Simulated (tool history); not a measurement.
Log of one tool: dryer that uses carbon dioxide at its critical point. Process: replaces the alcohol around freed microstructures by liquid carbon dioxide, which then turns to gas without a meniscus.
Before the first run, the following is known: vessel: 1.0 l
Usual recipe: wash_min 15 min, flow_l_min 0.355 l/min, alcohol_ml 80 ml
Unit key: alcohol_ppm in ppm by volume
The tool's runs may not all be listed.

| run | hour | wash_min | flow_l_min | alcohol_ml | alcohol_ppm |
|---|---|---|---|---|---|
| 1 | 0 | 15 | 0.355 | 80 | 953 |
| 2 | 44.5 | 15 | 0.355 | 41 | 584 |
| 3 | 66.7 | 15 | 0.355 | 80 | 993 |
| 4 | 115.4 | 15 | 0.288 | 80 | 2298 |
| 5 | 156.4 | 24 | 0.288 | 80 | 406 |
| 6 | 195.5 | 24 | 0.542 | 80 | 144 |
| 7 | 221.7 | 24 | 0.542 | 80 | 155 |
|  | 245.8 | inlet filter changed |
| 8 | 272.1 | 15 | 0.355 | 80 | 783 |
| 9 | 313.9 | 13 | 0.355 | 80 | 1357 |
| 10 | 338.4 | 13 | 0.37 | 80 | 1167 |
| 11 | 365.4 | 11 | 0.355 | 80 | 2543 |
| 12 | 403.4 | 21 | 0.355 | 80 | 284 |
| 13 | 425.7 | 21 | 0.355 | 80 | 269 |
| 14 | 461.6 | 21 | 0.355 | 80 | 273 |
| 15 | 509.3 | 21 | 0.355 | 80 | 273 |
|  | 566 | purifier's bed changed |
| 16 | 566 | 21 | 0.355 | 119 | 185 |
| 17 | 612.4 | 21 | 0.355 | 119 | 190 |
| 18 | 648 | 21 | 0.355 | 119 | 200 |
| 19 | 696.5 | 21 | 0.355 | 119 | 201 |
| 20 | 748.8 | 17 | 0.355 | 98 | 584 |
| 21 | 781.2 | 17 | 0.355 | 98 | 594 |
| 22 | 832.8 | 14 | 0.256 | 21 | 1101 |
| 23 | 880.6 | 14 | 0.256 | 21 | 1126 |
| 24 | 932 | 14 | 0.256 | 21 | 1157 |
|  | 966.4 | inlet filter changed |
| 25 | 973.6 | 16 | 0.421 | 108 | 250 |
| 26 | 1020.1 | 16 | 0.421 | 108 | 257 |
| 27 | 1053.8 | 12 | 0.545 | 31 | 112 |
| 28 | 1075.6 | 12 | 0.545 | 31 | 100 |
| 29 | 1123.9 | 12 | 0.545 | 31 | 130 |
| 30 | 1157.1 | 20 | 0.288 | 45 | 332 |
| 31 | 1196.7 | 20 | 0.288 | 45 | 331 |
| 32 | 1226.7 | 20 | 0.288 | 45 | 349 |
| 33 | 1255.6 | 15 | 0.388 | 34 | 251 |
| 34 | 1309 | 19 | 0.388 | 34 | 111 |
| 35 | 1356.6 | 19 | 0.388 | 34 | 113 |

Below are 4 alternative next runs, each starting from the tool's condition after run 35. Predict each:
| A | 1386 | 19 | 0.388 | 22 | ? |
| B | 1386 | 15 | 0.355 | 80 | ? |
| C | 1386 | 19 | 0.531 | 34 | ? |
| D | 1386 | 15 | 0.215 | 95 | ? |

| run | alcohol_ppm |
|---|---|
| A | 102 |
| B | 846 |
| C | 68 |
| D | 6408 |
Had the tool no hidden state, the same runs would have come out as:
| run | alcohol_ppm |
|---|---|
| A | 30 |
| B | 611 |
| C | 6 |
| D | 5452 |

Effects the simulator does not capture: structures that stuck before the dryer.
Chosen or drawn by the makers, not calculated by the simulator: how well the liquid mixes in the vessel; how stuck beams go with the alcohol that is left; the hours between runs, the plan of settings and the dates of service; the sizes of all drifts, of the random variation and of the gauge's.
